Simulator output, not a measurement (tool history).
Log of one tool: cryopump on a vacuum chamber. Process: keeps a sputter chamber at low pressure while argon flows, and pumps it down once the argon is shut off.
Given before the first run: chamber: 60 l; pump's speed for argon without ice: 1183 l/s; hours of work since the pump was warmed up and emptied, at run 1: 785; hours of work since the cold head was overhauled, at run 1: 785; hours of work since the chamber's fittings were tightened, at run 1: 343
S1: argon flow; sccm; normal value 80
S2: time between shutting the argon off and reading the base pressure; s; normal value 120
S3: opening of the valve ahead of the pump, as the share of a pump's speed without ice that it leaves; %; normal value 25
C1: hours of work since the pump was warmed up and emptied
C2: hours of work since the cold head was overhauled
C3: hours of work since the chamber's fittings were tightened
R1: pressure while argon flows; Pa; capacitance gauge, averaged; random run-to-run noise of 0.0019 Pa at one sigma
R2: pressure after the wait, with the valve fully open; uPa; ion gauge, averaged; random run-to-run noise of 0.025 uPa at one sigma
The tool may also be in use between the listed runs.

run 1 hour=0 | S1=80 S2=120 S3=25 | C1=785 C2=785 C3=343 | R1=0.504 R2=1.35
-- hour=35.9 pump warmed up, emptied and cooled again
run 2 hour=40.2 | S1=80 S2=120 S3=25 | C1=3 C2=814 C3=371 | R1=0.4608 R2=1.2
run 3 hour=84.5 | S1=80 S2=120 S3=25 | C1=39 C2=850 C3=407 | R1=0.4626 R2=1.18
run 4 hour=127.9 | S1=80 S2=120 S3=25 | C1=75 C2=885 C3=442 | R1=0.463 R2=1.25
run 5 hour=170.5 | S1=80 S2=120 S3=25 | C1=109 C2=920 C3=477 | R1=0.4626 R2=1.32
run 6 hour=196.8 | S1=80 S2=120 S3=46 | C1=130 C2=941 C3=498 | R1=0.2571 R2=1.28
run 7 hour=241.2 | S1=80 S2=120 S3=46 | C1=167 C2=977 C3=534 | R1=0.2584 R2=1.36
run 8 hour=274.1 | S1=80 S2=71 S3=25 | C1=193 C2=1004 C3=561 | R1=0.4681 R2=1.85
run 9 hour=299.6 | S1=80 S2=120 S3=23 | C1=214 C2=1024 C3=582 | R1=0.5077 R2=1.36
run 10 hour=338.4 | S1=80 S2=120 S3=23 | C1=245 C2=1056 C3=613 | R1=0.5112 R2=1.44
run 11 hour=383.5 | S1=80 S2=120 S3=21 | C1=282 C2=1092 C3=650 | R1=0.5605 R2=1.42
run 12 hour=414.8 | S1=119 S2=120 S3=21 | C1=307 C2=1118 C3=675 | R1=0.8413 R2=1.44
run 13 hour=437.7 | S1=119 S2=120 S3=21 | C1=326 C2=1136 C3=694 | R1=0.8366 R2=1.49
run 14 hour=485.5 | S1=119 S2=120 S3=21 | C1=365 C2=1175 C3=732 | R1=0.8405 R2=1.58
run 15 hour=530.4 | S1=119 S2=120 S3=21 | C1=401 C2=1211 C3=769 | R1=0.8445 R2=1.57
run 16 hour=563.9 | S1=105 S2=120 S3=21 | C1=428 C2=1239 C3=796 | R1=0.7465 R2=1.53
run 17 hour=616.5 | S1=34 S2=55 S3=21 | C1=471 C2=1281 C3=839 | R1=0.243 R2=2.57
run 18 hour=643.9 | S1=34 S2=55 S3=21 | C1=493 C2=1304 C3=861 | R1=0.2425 R2=2.49
run 19 hour=687 | S1=110 S2=280 S3=50 | C1=528 C2=1339 C3=896 | R1=0.3571 R2=1.29
run 20 hour=709.9 | S1=110 S2=154 S3=25 | C1=547 C2=1357 C3=914 | R1=0.671 R2=1.58
run 21 hour=741.8 | S1=80 S2=25 S3=59 | C1=572 C2=1383 C3=940 | R1=0.227 R2=4.61
run 22 hour=782.9 | S1=133 S2=25 S3=59 | C1=606 C2=1416 C3=974 | R1=0.3858 R2=4.4
run 23 hour=811.5 | S1=80 S2=120 S3=21 | C1=629 C2=1440 C3=997 | R1=0.5842 R2=1.86
run 24 hour=863.9 | S1=50 S2=120 S3=50 | C1=671 C2=1482 C3=1039 | R1=0.1695 R2=1.9
run 25 hour=905.8 | S1=132 S2=42 S3=19 | C1=706 C2=1516 C3=1073 | R1=1.0611 R2=3.31
run 26 hour=929 | S1=118 S2=93 S3=19 | C1=724 C2=1535 C3=1092 | R1=0.9546 R2=2.17

What if the next run were any one of these 5? Each begins from the tool's condition after run 26:
run A hour=955.9 | S1=86 S2=27 S3=50 | C1=746 C2=1557 C3=1114 | R1=? R2=?
run B hour=955.9 | S1=112 S2=50 S3=18 | C1=746 C2=1557 C3=1114 | R1=? R2=?
run C hour=955.9 | S1=41 S2=55 S3=29 | C1=746 C2=1557 C3=1114 | R1=? R2=?
run D hour=955.9 | S1=80 S2=120 S3=35 | C1=746 C2=1557 C3=1114 | R1=? R2=?
run E hour=955.9 | S1=43 S2=120 S3=25 | C1=746 C2=1557 C3=1114 | R1=? R2=?

run=A R1=0.2975 R2=4.4
run=B R1=0.9553 R2=2.97
run=C R1=0.227 R2=2.86
run=D R1=0.3731 R2=1.94
run=E R1=0.2707 R2=2.04
Had the tool no hidden state, the same runs would have come out as:
run=A R1=0.2463 R2=3.39
run=B R1=0.8889 R2=1.95
run=C R1=0.2027 R2=1.81
run=D R1=0.3257 R2=0.94
run=E R1=0.2452 R2=1

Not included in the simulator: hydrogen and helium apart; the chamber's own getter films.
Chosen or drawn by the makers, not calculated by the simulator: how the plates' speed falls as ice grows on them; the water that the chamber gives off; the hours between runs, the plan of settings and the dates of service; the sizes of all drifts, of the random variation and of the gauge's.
